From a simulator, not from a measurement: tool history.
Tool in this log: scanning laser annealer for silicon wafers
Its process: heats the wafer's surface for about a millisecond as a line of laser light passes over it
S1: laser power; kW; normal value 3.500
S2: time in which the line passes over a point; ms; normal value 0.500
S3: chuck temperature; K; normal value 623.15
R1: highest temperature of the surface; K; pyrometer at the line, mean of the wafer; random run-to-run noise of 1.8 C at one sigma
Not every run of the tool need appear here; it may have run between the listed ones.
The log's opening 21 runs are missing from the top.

run,hour,S1,S2,S3,R1
22,806.5,3.663,0.581,623.15,1428.15
23,849.7,3.663,0.581,623.15,1427.15
24,891.6,3.663,0.581,623.15,1426.15
25,922.3,3.649,0.415,623.15,1302.15
26,955.4,3.649,0.549,623.15,1393.15
27,978.3,3.649,0.549,623.15,1398.15
28,1010.5,3.365,0.515,602.15,1285.15
29,1029.0,2.984,0.515,602.15,1186.15
30,1061.2,2.984,0.515,613.15,1200.15
31,1095.5,2.984,0.409,611.15,1136.15
32,1126.1,3.500,0.500,658.15,1357.15
33,1162.6,3.500,0.500,658.15,1353.15
34,1181.7,3.500,0.500,658.15,1355.15
35,1222.2,3.500,0.585,594.15,1339.15
36,1248.0,3.500,0.500,584.15,1276.15
37,1272.4,3.500,0.500,612.15,1304.15
38,1298.0,3.048,0.387,623.15,1140.15
39,1329.0,3.048,0.387,623.15,1140.15
40,1350.5,3.500,0.498,595.15,1283.15
41,1381.5,3.460,0.418,638.15,1258.15

Alternative continuations, all from the tool just after run 41; predict every row:
A,1414.4,3.500,0.364,645.15,?
B,1414.4,3.500,0.409,623.15,?
C,1414.4,3.500,0.500,624.15,?

run,R1
A,1232.15
B,1244.15
C,1308.15
Had the tool no hidden state, the same runs would have come out as:
run,R1
A,1257.15
B,1271.15
C,1337.15
